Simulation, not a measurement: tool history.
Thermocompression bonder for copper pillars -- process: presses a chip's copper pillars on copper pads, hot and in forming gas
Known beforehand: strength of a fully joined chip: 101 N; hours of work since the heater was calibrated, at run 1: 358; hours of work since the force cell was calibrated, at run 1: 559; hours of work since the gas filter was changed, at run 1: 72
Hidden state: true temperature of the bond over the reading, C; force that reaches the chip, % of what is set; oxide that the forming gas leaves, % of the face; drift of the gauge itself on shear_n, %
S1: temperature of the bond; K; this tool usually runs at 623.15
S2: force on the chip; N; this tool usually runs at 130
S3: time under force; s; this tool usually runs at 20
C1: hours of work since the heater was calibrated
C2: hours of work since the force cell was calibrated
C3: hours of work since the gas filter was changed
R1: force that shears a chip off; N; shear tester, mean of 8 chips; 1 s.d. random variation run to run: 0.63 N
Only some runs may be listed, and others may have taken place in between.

Run 1, hour 0: usual settings; C1 358; C2 559; C3 72. Result: R1 38 N.
Run 2, hour 18: usual settings; C1 373; C2 573; C3 86. Result: R1 38.4 N.
At hour 41.6: forming gas filter changed.
Run 3, hour 42: usual settings; C1 391; C2 592; C3 0. Result: R1 39.2 N.
Run 4, hour 80.9: usual settings; C1 423; C2 623; C3 31. Result: R1 38.7 N.
Run 5, hour 116.8: usual settings; C1 451; C2 652; C3 60. Result: R1 39 N.
Run 6, hour 156.6: usual settings; C1 483; C2 683; C3 92. Result: R1 39.9 N.
At hour 174.5: forming gas filter changed.
Run 7, hour 178.5: usual settings; C1 500; C2 701; C3 3. Result: R1 40.5 N.
Run 8, hour 202.9: usual settings; C1 520; C2 720; C3 23. Result: R1 41.2 N.
Run 9, hour 223.5: usual settings but S2 158 N, S3 39 s; C1 536; C2 736; C3 39. Result: R1 59.2 N.
Run 10, hour 241.3: usual settings but S1 622.15 K, S2 122 N, S3 46 s; C1 550; C2 751; C3 53. Result: R1 51.1 N.
At hour 245.8: force cell calibrated.
Run 11, hour 262.4: usual settings but S1 622.15 K, S2 122 N, S3 46 s; C1 566; C2 13; C3 69. Result: R1 50.6 N.
Run 12, hour 289.3: usual settings but S1 622.15 K, S2 85 N, S3 24 s; C1 587; C2 35; C3 91. Result: R1 29.2 N.
At hour 308.6: forming gas filter changed.
At hour 320.3: heater calibrated with a thermocouple chip.
Run 13, hour 320.3: usual settings but S1 632.15 K, S2 112 N, S3 25 s; C1 0; C2 58; C3 8. Result: R1 39.8 N.
Run 14, hour 337.5: usual settings but S1 632.15 K, S2 112 N, S3 25 s; C1 14; C2 71; C3 21. Result: R1 38.8 N.
Run 15, hour 374.9: usual settings but S1 603.15 K, S2 121 N; C1 44; C2 101; C3 51. Result: R1 25.2 N.

Here are 3 independent what-if runs from the current tool condition. What would each one return?
Run A, hour 394.4: usual settings but S1 653.15 K, S3 10 s; C1 59; C2 117; C3 67. Result: R1 ?.
Run B, hour 394.4: usual settings but S1 622.15 K; C1 59; C2 117; C3 67. Result: R1 ?.
Run C, hour 394.4: usual settings but S1 603.15 K, S2 128 N; C1 59; C2 117; C3 67. Result: R1 ?.

run    R1
  A  38.8
  B  34.5
  C  26.7
What these runs would have given with no unlogged condition in the tool:
run    R1
  A  40.9
  B  36.4
  C  28.3
